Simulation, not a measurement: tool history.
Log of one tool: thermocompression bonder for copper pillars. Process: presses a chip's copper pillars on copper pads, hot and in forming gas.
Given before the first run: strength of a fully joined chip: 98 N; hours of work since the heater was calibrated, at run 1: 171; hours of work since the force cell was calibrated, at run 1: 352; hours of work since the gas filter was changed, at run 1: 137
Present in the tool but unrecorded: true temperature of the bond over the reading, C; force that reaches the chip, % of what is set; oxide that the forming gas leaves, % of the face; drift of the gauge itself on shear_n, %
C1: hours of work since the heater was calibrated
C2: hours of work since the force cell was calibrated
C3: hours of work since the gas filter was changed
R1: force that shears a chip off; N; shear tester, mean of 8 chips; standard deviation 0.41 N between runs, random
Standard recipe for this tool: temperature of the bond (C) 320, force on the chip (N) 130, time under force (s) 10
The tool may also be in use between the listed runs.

run 1 hour=0 | temperature_of_the_bond_(C)=320 force_on_the_chip_(N)=130 time_under_force_(s)=10 | C1=171 C2=352 C3=137 | R1=44.5
run 2 hour=10.3 | temperature_of_the_bond_(C)=320 force_on_the_chip_(N)=130 time_under_force_(s)=10 | C1=177 C2=358 C3=143 | R1=44.9
run 3 hour=17.5 | temperature_of_the_bond_(C)=320 force_on_the_chip_(N)=130 time_under_force_(s)=10 | C1=181 C2=362 C3=147 | R1=44.5
run 4 hour=23.6 | temperature_of_the_bond_(C)=320 force_on_the_chip_(N)=130 time_under_force_(s)=10 | C1=184 C2=365 C3=150 | R1=44.7
run 5 hour=33.6 | temperature_of_the_bond_(C)=320 force_on_the_chip_(N)=191 time_under_force_(s)=10 | C1=190 C2=370 C3=155 | R1=57.4
run 6 hour=41.9 | temperature_of_the_bond_(C)=320 force_on_the_chip_(N)=175 time_under_force_(s)=10 | C1=194 C2=375 C3=160 | R1=55.5
run 7 hour=48.5 | temperature_of_the_bond_(C)=320 force_on_the_chip_(N)=130 time_under_force_(s)=19 | C1=198 C2=379 C3=164 | R1=54.5
run 8 hour=60.3 | temperature_of_the_bond_(C)=320 force_on_the_chip_(N)=130 time_under_force_(s)=19 | C1=204 C2=385 C3=170 | R1=55.3
run 9 hour=72.9 | temperature_of_the_bond_(C)=320 force_on_the_chip_(N)=130 time_under_force_(s)=10 | C1=211 C2=392 C3=177 | R1=44
run 10 hour=84.7 | temperature_of_the_bond_(C)=320 force_on_the_chip_(N)=89 time_under_force_(s)=10 | C1=218 C2=399 C3=184 | R1=32.6
run 11 hour=92 | temperature_of_the_bond_(C)=320 force_on_the_chip_(N)=89 time_under_force_(s)=10 | C1=222 C2=403 C3=188 | R1=32.5
-- hour=94.3 force cell calibrated
run 12 hour=105.5 | temperature_of_the_bond_(C)=320 force_on_the_chip_(N)=99 time_under_force_(s)=12 | C1=228 C2=6 C3=194 | R1=37.4
run 13 hour=111.8 | temperature_of_the_bond_(C)=320 force_on_the_chip_(N)=154 time_under_force_(s)=13 | C1=232 C2=10 C3=198 | R1=54.1
run 14 hour=122.6 | temperature_of_the_bond_(C)=297 force_on_the_chip_(N)=88 time_under_force_(s)=20 | C1=238 C2=16 C3=204 | R1=29.2
run 15 hour=129.5 | temperature_of_the_bond_(C)=335 force_on_the_chip_(N)=82 time_under_force_(s)=10 | C1=242 C2=19 C3=207 | R1=37.3
run 16 hour=139.7 | temperature_of_the_bond_(C)=319 force_on_the_chip_(N)=130 time_under_force_(s)=8 | C1=247 C2=25 C3=213 | R1=39.9
-- hour=144.6 force cell calibrated, once more
run 17 hour=153.1 | temperature_of_the_bond_(C)=339 force_on_the_chip_(N)=130 time_under_force_(s)=6 | C1=254 C2=5 C3=220 | R1=46.5
run 18 hour=160 | temperature_of_the_bond_(C)=339 force_on_the_chip_(N)=134 time_under_force_(s)=6 | C1=258 C2=8 C3=223 | R1=48.2
run 19 hour=170.3 | temperature_of_the_bond_(C)=339 force_on_the_chip_(N)=134 time_under_force_(s)=6 | C1=263 C2=14 C3=229 | R1=47.1
run 20 hour=179.1 | temperature_of_the_bond_(C)=339 force_on_the_chip_(N)=167 time_under_force_(s)=6 | C1=268 C2=19 C3=234 | R1=54.9

Predict each of these 4 candidate next runs independently; none follows another, all start after run 20:
run A hour=184.4 | temperature_of_the_bond_(C)=344 force_on_the_chip_(N)=145 time_under_force_(s)=24 | C1=271 C2=22 C3=237 | R1=?
run B hour=184.4 | temperature_of_the_bond_(C)=294 force_on_the_chip_(N)=141 time_under_force_(s)=11 | C1=271 C2=22 C3=237 | R1=?
run C hour=184.4 | temperature_of_the_bond_(C)=320 force_on_the_chip_(N)=97 time_under_force_(s)=19 | C1=271 C2=22 C3=237 | R1=?
run D hour=184.4 | temperature_of_the_bond_(C)=339 force_on_the_chip_(N)=149 time_under_force_(s)=12 | C1=271 C2=22 C3=237 | R1=?

run=A R1=75.4
run=B R1=33.4
run=C R1=44.9
run=D R1=62.2
Had the tool no hidden state, the same runs would have come out as:
run=A R1=79.9
run=B R1=35.5
run=C R1=47.6
run=D R1=65.9
